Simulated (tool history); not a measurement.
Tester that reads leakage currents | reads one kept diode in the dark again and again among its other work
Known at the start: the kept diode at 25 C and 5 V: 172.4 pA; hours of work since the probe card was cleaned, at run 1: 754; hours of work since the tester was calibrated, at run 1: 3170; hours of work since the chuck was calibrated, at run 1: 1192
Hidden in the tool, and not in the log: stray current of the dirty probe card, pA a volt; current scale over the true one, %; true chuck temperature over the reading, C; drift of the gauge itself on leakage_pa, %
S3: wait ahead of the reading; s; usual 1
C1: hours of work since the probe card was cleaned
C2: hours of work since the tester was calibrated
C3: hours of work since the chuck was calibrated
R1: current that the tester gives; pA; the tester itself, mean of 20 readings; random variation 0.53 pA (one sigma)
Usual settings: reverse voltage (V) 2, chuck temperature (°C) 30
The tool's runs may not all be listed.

Run 1, hour 0: usual settings; C1 754; C2 3170; C3 1192. Result: R1 174.25 pA.
Run 2, hour 81.6: usual settings but reverse voltage (V) 14.86; C1 811; C2 3227; C3 1249. Result: R1 489.43 pA.
Run 3, hour 162.4: usual settings; C1 868; C2 3284; C3 1306. Result: R1 173.27 pA.
Run 4, hour 216.7: usual settings; C1 906; C2 3323; C3 1345. Result: R1 174.26 pA.
At hour 262.5: chuck's temperature calibrated.
Run 5, hour 305.7: usual settings; C1 967; C2 3384; C3 30. Result: R1 174.62 pA.
Run 6, hour 437: usual settings; C1 1060; C2 3476; C3 123. Result: R1 175.44 pA.
Run 7, hour 516: usual settings; C1 1116; C2 3532; C3 179. Result: R1 174.86 pA.
Run 8, hour 576.5: usual settings; C1 1158; C2 3574; C3 221. Result: R1 174.6 pA.
At hour 611.8: tester calibrated.
Run 9, hour 682.5: usual settings; C1 1231; C2 50; C3 294. Result: R1 174.91 pA.
Run 10, hour 811: usual settings but reverse voltage (V) 4.18, chuck temperature (°C) 57, S3 1.97 s; C1 1322; C2 140; C3 385. Result: R1 2634.08 pA.
Run 11, hour 887: usual settings but reverse voltage (V) 10.29, S3 1.93 s; C1 1375; C2 194; C3 438. Result: R1 402.9 pA.
Run 12, hour 1020.7: usual settings but reverse voltage (V) 10.29, S3 2.65 s; C1 1470; C2 288; C3 532. Result: R1 406.04 pA.
Run 13, hour 1081.5: usual settings but reverse voltage (V) 6.9, S3 0.95 s; C1 1512; C2 331; C3 575. Result: R1 328.86 pA.
Run 14, hour 1139.1: usual settings but chuck temperature (°C) 27; C1 1553; C2 371; C3 616. Result: R1 132.04 pA.
Run 15, hour 1256.5: usual settings but reverse voltage (V) 8.39, S3 1.64 s; C1 1636; C2 454; C3 699. Result: R1 365.87 pA.
Run 16, hour 1354.6: usual settings but reverse voltage (V) 1.22, S3 0.33 s; C1 1705; C2 523; C3 768. Result: R1 135.66 pA.
Run 17, hour 1487.6: usual settings but reverse voltage (V) 3.46; C1 1798; C2 617; C3 861. Result: R1 231.71 pA.

5 ways to go on from here, each from the tool as it stands after run 17. What would each give?
Run A, hour 1569: usual settings but reverse voltage (V) 13.34, chuck temperature (°C) 54, S3 1.02 s; C1 1856; C2 674; C3 919. Result: R1 ?.
Run B, hour 1569: usual settings but reverse voltage (V) 19.86, chuck temperature (°C) 34, S3 0.34 s; C1 1856; C2 674; C3 919. Result: R1 ?.
Run C, hour 1569: usual settings but reverse voltage (V) 7.44; C1 1856; C2 674; C3 919. Result: R1 ?.
Run D, hour 1569: usual settings but reverse voltage (V) 18.01, S3 0.45 s; C1 1856; C2 674; C3 919. Result: R1 ?.
Run E, hour 1569: usual settings but reverse voltage (V) 3.46, chuck temperature (°C) 26, S3 1.68 s; C1 1856; C2 674; C3 919. Result: R1 ?.

run       R1
  A  3729.41
  B   828.78
  C   343.09
  D   543.89
  E   156.65
Without the tool's hidden state the same runs would have given:
run       R1
  A  3731.94
  B   829.18
  C   343.27
  D    544.1
  E   156.73
